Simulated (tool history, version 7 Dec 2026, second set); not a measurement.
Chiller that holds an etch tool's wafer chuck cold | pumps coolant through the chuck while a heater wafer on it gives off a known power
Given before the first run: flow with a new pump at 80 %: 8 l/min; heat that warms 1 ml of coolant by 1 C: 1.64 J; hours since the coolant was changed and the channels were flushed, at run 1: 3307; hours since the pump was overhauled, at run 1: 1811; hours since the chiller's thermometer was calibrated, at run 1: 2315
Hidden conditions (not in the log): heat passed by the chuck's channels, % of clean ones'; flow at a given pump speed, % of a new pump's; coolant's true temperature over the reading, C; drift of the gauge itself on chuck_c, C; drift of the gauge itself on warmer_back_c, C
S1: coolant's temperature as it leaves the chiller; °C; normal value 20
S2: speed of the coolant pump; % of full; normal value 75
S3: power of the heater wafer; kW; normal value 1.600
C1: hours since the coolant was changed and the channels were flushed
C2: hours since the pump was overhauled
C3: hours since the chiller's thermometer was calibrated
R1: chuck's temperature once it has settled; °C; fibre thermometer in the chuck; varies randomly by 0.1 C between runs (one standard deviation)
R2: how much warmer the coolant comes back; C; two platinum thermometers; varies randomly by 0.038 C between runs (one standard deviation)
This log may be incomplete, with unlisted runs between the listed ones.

{"run": 1, "hour": 0.0, "S1": 20, "S2": 75, "S3": 1.6, "C1": 3307, "C2": 1811, "C3": 2315, "R1": 33.2, "R2": 7.99}
{"run": 2, "hour": 34.9, "S1": 20, "S2": 75, "S3": 1.6, "C1": 3342, "C2": 1846, "C3": 2350, "R1": 33.3, "R2": 7.98}
{"run": 3, "hour": 65.9, "S1": 20, "S2": 75, "S3": 1.6, "C1": 3373, "C2": 1877, "C3": 2381, "R1": 33.2, "R2": 8.06}
{"run": 4, "hour": 92.6, "S1": 20, "S2": 75, "S3": 1.6, "C1": 3399, "C2": 1904, "C3": 2408, "R1": 33.2, "R2": 7.99}
{"run": 5, "hour": 115.8, "S1": 20, "S2": 75, "S3": 0.824, "C1": 3423, "C2": 1927, "C3": 2431, "R1": 27.0, "R2": 4.12}
{"run": 6, "hour": 140.5, "S1": 20, "S2": 75, "S3": 0.824, "C1": 3447, "C2": 1951, "C3": 2456, "R1": 26.9, "R2": 4.08}
{"run": 7, "hour": 177.5, "S1": 26, "S2": 75, "S3": 1.6, "C1": 3484, "C2": 1989, "C3": 2493, "R1": 39.2, "R2": 8.04}
{"run": 8, "hour": 224.7, "S1": 20, "S2": 75, "S3": 1.6, "C1": 3532, "C2": 2036, "C3": 2540, "R1": 33.3, "R2": 7.96}
{"run": 9, "hour": 257.6, "S1": 20, "S2": 75, "S3": 1.6, "C1": 3564, "C2": 2069, "C3": 2573, "R1": 33.3, "R2": 8.0}
{"run": 10, "hour": 282.6, "S1": 20, "S2": 97, "S3": 1.6, "C1": 3589, "C2": 2094, "C3": 2598, "R1": 30.7, "R2": 6.16}
{"run": 11, "hour": 316.8, "S1": 20, "S2": 97, "S3": 1.6, "C1": 3624, "C2": 2128, "C3": 2632, "R1": 30.7, "R2": 6.18}
{"run": 12, "hour": 364.6, "S1": 20, "S2": 97, "S3": 1.6, "C1": 3671, "C2": 2176, "C3": 2680, "R1": 30.7, "R2": 6.19}
{"run": 13, "hour": 416.9, "S1": 20, "S2": 75, "S3": 1.6, "C1": 3724, "C2": 2228, "C3": 2732, "R1": 33.3, "R2": 8.05}
{"run": 14, "hour": 456.1, "S1": 20, "S2": 75, "S3": 1.6, "C1": 3763, "C2": 2267, "C3": 2771, "R1": 33.3, "R2": 8.07}
{"run": 15, "hour": 484.0, "S1": 20, "S2": 75, "S3": 1.6, "C1": 3791, "C2": 2295, "C3": 2799, "R1": 33.4, "R2": 8.05}
{"run": 16, "hour": 512.3, "S1": 26, "S2": 75, "S3": 1.6, "C1": 3819, "C2": 2323, "C3": 2827, "R1": 39.3, "R2": 8.0}
{"run": 17, "hour": 544.8, "S1": 21, "S2": 75, "S3": 1.346, "C1": 3852, "C2": 2356, "C3": 2860, "R1": 32.4, "R2": 6.69}
{"run": 18, "hour": 580.1, "S1": 20, "S2": 70, "S3": 1.0, "C1": 3887, "C2": 2391, "C3": 2895, "R1": 29.0, "R2": 5.4}
{"run": 19, "hour": 602.9, "S1": 20, "S2": 70, "S3": 1.0, "C1": 3910, "C2": 2414, "C3": 2918, "R1": 29.2, "R2": 5.43}
{"run": 20, "hour": 636.6, "S1": 19, "S2": 81, "S3": 1.697, "C1": 3943, "C2": 2448, "C3": 2952, "R1": 32.2, "R2": 7.94}
{"run": 21, "hour": 664.4, "S1": 13, "S2": 75, "S3": 1.236, "C1": 3971, "C2": 2475, "C3": 2979, "R1": 23.3, "R2": 6.2}
{"run": 22, "hour": 693.1, "S1": 21, "S2": 69, "S3": 0.954, "C1": 4000, "C2": 2504, "C3": 3008, "R1": 29.5, "R2": 5.19}
{"hour": 700.4, "done": "coolant pump overhauled"}
{"hour": 720.8, "done": "chiller's thermometer calibrated"}
{"run": 23, "hour": 724.7, "S1": 21, "S2": 61, "S3": 1.61, "C1": 4026, "C2": 23, "C3": 4, "R1": 37.1, "R2": 10.17}
{"run": 24, "hour": 753.2, "S1": 20, "S2": 83, "S3": 1.503, "C1": 4054, "C2": 52, "C3": 32, "R1": 31.6, "R2": 7.05}
{"run": 25, "hour": 780.1, "S1": 25, "S2": 96, "S3": 1.554, "C1": 4081, "C2": 79, "C3": 59, "R1": 35.7, "R2": 6.24}
{"run": 26, "hour": 830.0, "S1": 10, "S2": 96, "S3": 1.239, "C1": 4131, "C2": 129, "C3": 109, "R1": 18.5, "R2": 4.95}
{"run": 27, "hour": 868.6, "S1": 20, "S2": 70, "S3": 1.622, "C1": 4169, "C2": 167, "C3": 148, "R1": 34.5, "R2": 8.94}
{"run": 28, "hour": 901.7, "S1": 13, "S2": 80, "S3": 1.321, "C1": 4202, "C2": 200, "C3": 181, "R1": 23.6, "R2": 6.32}
{"run": 29, "hour": 933.1, "S1": 13, "S2": 80, "S3": 1.321, "C1": 4234, "C2": 232, "C3": 212, "R1": 23.7, "R2": 6.32}
{"hour": 950.7, "done": "coolant pump overhauled, once more"}
{"run": 30, "hour": 965.5, "S1": 13, "S2": 80, "S3": 1.321, "C1": 4261, "C2": 15, "C3": 240, "R1": 23.1, "R2": 6.02}
{"run": 31, "hour": 1009.9, "S1": 13, "S2": 80, "S3": 1.321, "C1": 4306, "C2": 59, "C3": 284, "R1": 23.1, "R2": 6.05}
{"run": 32, "hour": 1053.9, "S1": 13, "S2": 80, "S3": 1.321, "C1": 4350, "C2": 103, "C3": 328, "R1": 23.2, "R2": 6.04}

3 ways to go on from here, each from the tool as it stands after run 32. What would each give?
{"run": "A", "hour": 1093.9, "S1": 19, "S2": 75, "S3": 1.603, "C1": 4390, "C2": 143, "C3": 368, "R1": "?", "R2": "?"}
{"run": "B", "hour": 1093.9, "S1": 12, "S2": 87, "S3": 1.6, "C1": 4390, "C2": 143, "C3": 368, "R1": "?", "R2": "?"}
{"run": "C", "hour": 1093.9, "S1": 23, "S2": 84, "S3": 1.156, "C1": 4390, "C2": 143, "C3": 368, "R1": "?", "R2": "?"}

run=A R1=32.1 R2=7.80
run=B R1=23.5 R2=6.64
run=C R1=31.7 R2=5.04
With the hidden condition removed and each run's random variation left untouched, the same runs would have given:
run=A R1=31.5 R2=7.82
run=B R1=23.0 R2=6.66
run=C R1=31.3 R2=5.05
